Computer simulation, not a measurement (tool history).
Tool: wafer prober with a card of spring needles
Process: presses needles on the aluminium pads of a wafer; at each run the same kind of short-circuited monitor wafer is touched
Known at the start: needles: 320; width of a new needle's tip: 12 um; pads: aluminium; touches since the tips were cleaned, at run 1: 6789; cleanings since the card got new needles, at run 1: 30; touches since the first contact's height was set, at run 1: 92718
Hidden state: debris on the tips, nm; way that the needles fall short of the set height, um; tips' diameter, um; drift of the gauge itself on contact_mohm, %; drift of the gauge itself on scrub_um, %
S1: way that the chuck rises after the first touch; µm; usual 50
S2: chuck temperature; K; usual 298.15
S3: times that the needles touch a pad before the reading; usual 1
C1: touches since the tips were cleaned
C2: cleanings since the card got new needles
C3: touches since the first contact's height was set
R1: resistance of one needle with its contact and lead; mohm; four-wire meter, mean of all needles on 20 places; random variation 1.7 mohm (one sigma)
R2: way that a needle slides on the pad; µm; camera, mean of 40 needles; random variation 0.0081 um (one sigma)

run     day  S1      S2  S3    C1  C2      C3   R1      R2
  1   0.000  50  298.15   1  6789  30   92718  175  11.855
      0.188  -- tips cleaned on abrasive film
  2   0.925  50  298.15   1  6178  31  100421  176  11.862
      1.150  -- tips cleaned on abrasive film
      1.242  -- height of the first contact set anew
  3   1.388  50  298.15   1  1896  32    1212  173  11.847
  4   1.988  50  298.15   1  6905  32    6221  174  11.871
      2.175  -- tips cleaned on abrasive film
  5   2.962  50  298.15   1  6598  33   14355  174  11.857
      3.142  -- tips cleaned on abrasive film
  6   3.821  50  358.15   1  5671  34   21495  186  11.849
      4.108  -- tips cleaned on abrasive film
  7   4.404  50  372.15   1  2475  35   26333  189  11.857
      5.117  -- tips cleaned on abrasive film
  8   5.333  50  372.15   1  1833  36   34086  189  11.857
  9   5.800  50  372.15   1  5707  36   37960  187  11.867
      6.079  -- tips cleaned on abrasive film
 10   6.425  50  372.15   1  2872  37   43154  187  11.877
      7.071  -- tips cleaned on abrasive film
 11   7.517  41  298.15   1  3717  38   52267  178   9.721
      8.079  -- tips cleaned on abrasive film
 12   8.542  50  298.15   1  3889  39   60815  173  11.859
      9.042  -- tips cleaned on abrasive film
 13   9.042  50  298.15   1     0  40   64950  173  11.848
 14   9.854  50  298.15   1  6779  40   71729  176  11.868
     10.071  -- tips cleaned on abrasive film
 15  10.650  50  298.15   1  4854  41   78373  172  11.881
     11.071  -- tips cleaned on abrasive film
 16  11.175  50  298.15   1   857  42   82720  171  11.863
 17  11.692  50  298.15   2  5194  42   87057  174  11.869
     12.088  -- tips cleaned on abrasive film
 18  12.325  48  317.15   3  2011  43   92316  175  11.378
 19  12.904  48  317.15   3  6841  43   97146  178  11.381
     13.054  -- tips cleaned on abrasive film
 20  13.479  49  312.15   1  3549  44  101926  176  11.625
     13.592  -- height of the first contact set anew
     14.075  -- tips cleaned on abrasive film
 21  14.379  50  320.15   3  2561  45    6571  178  11.857
     15.079  -- tips cleaned on abrasive film
 22  15.396  35  393.15   2  2649  46   15015  192   8.296
     16.062  -- tips cleaned on abrasive film
 23  16.483  35  393.15   2  3508  47   24083  195   8.298
     17.058  -- tips cleaned on abrasive film
 24  17.346  35  393.15   2  2386  48   31260  196   8.301
     18.104  -- tips cleaned on abrasive film
 25  18.200  50  370.15   3   799  49   38368  187  11.865
     19.125  -- tips cleaned on abrasive film
 26  19.188  50  370.15   3   518  50   46615  182  11.853
 27  19.850  50  396.15   2  6055  50   52152  193  11.848
     20.100  -- tips cleaned on abrasive film
 28  20.671  40  300.15   1  4767  51   58967  175   9.476
     21.079  -- tips cleaned on abrasive film
 29  21.742  40  300.15   1  5526  52   67890  174   9.482
     22.058  -- tips cleaned on abrasive film
 30  22.542  54  359.15   1  4051  53   74558  185  12.810
 31  23.008  67  340.15   2  7951  53   78458  182  15.879
     23.079  -- tips cleaned on abrasive film
 32  23.942  42  340.15   2  7193  54   86213  181   9.971

3 ways to go on from here, each from the tool as it stands after run 32. What would each give?
     24.042  -- tips cleaned on abrasive film
  A  24.762  63  298.15   1  6031  55  93061   ?   ?
     24.042  -- tips cleaned on abrasive film
  B  24.762  43  322.15   1  6031  55  93061   ?   ?
     24.042  -- tips cleaned on abrasive film
  C  24.762  45  386.15   1  6031  55  93061   ?   ?

run   R1      R2
  A  173  14.945
  B  174  10.196
  C  188  10.666
Without the tool's hidden state the same runs would have given:
run   R1      R2
  A  173  14.947
  B  174  10.197
  C  188  10.668
